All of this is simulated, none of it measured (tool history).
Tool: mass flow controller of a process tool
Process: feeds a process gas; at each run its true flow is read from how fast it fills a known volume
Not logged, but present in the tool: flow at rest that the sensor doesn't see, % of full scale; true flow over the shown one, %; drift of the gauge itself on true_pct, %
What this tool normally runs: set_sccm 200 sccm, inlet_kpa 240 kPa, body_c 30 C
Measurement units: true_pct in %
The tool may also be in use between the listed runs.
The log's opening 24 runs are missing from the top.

| run | hour | set_sccm | inlet_kpa | body_c | hours of work since the controller was set to zero | hours of work since the controller was changed | true_pct |
|---|---|---|---|---|---|---|---|
| 25 | 2803.7 | 341 | 240 | 30 | 5359 | 5359 | 100.16 |
| 26 | 2960.3 | 341 | 153 | 30 | 5475 | 5475 | 100.92 |
| 27 | 3050.5 | 341 | 153 | 22 | 5542 | 5542 | 100.70 |
| 28 | 3121.4 | 341 | 153 | 22 | 5594 | 5594 | 100.59 |
| 29 | 3289.8 | 341 | 223 | 23 | 5718 | 5718 | 100.03 |
| 30 | 3419.3 | 341 | 223 | 23 | 5814 | 5814 | 100.18 |
| 31 | 3535.0 | 341 | 223 | 23 | 5900 | 5900 | 100.03 |
| 32 | 3649.7 | 54 | 223 | 24 | 5984 | 5984 | 108.77 |
| 33 | 3780.4 | 75 | 223 | 38 | 6081 | 6081 | 106.31 |
| 34 | 3932.4 | 75 | 223 | 38 | 6193 | 6193 | 106.40 |
| 35 | 4034.5 | 75 | 223 | 38 | 6269 | 6269 | 106.44 |
| 36 | 4168.6 | 116 | 223 | 32 | 6368 | 6368 | 103.50 |
| 37 | 4265.2 | 116 | 223 | 32 | 6439 | 6439 | 103.56 |
| 38 | 4395.9 | 116 | 271 | 32 | 6536 | 6536 | 103.24 |
| 39 | 4514.4 | 116 | 271 | 32 | 6623 | 6623 | 103.27 |
| 40 | 4617.8 | 411 | 240 | 31 | 6700 | 6700 | 100.31 |
| 41 | 4781.5 | 411 | 240 | 31 | 6821 | 6821 | 100.39 |
| 42 | 4862.0 | 396 | 271 | 30 | 6880 | 6880 | 100.21 |
| 43 | 4969.0 | 354 | 271 | 35 | 6959 | 6959 | 100.33 |
| 44 | 5048.6 | 182 | 146 | 30 | 7018 | 7018 | 102.49 |
| 45 | 5206.9 | 182 | 250 | 22 | 7135 | 7135 | 101.39 |
| 46 | 5300.4 | 319 | 164 | 30 | 7204 | 7204 | 101.11 |
|  | 5334.1 | controller's zero set anew |
| 47 | 5425.6 | 57 | 147 | 30 | 68 | 7296 | 98.14 |
| 48 | 5501.7 | 62 | 154 | 24 | 124 | 7352 | 97.83 |

Here are 4 independent what-if runs from the current tool condition. What would each one return?
| A | 5594.7 | 62 | 144 | 24 | 193 | 7421 | ? |
| B | 5594.7 | 296 | 240 | 38 | 193 | 7421 | ? |
| C | 5594.7 | 62 | 154 | 32 | 193 | 7421 | ? |
| D | 5594.7 | 112 | 240 | 30 | 193 | 7421 | ? |

| run | true_pct |
|---|---|
| A | 98.19 |
| B | 98.49 |
| C | 98.33 |
| D | 97.59 |
What these runs would have given with no unlogged condition in the tool:
| run | true_pct |
|---|---|
| A | 98.81 |
| B | 99.41 |
| C | 98.94 |
| D | 98.37 |
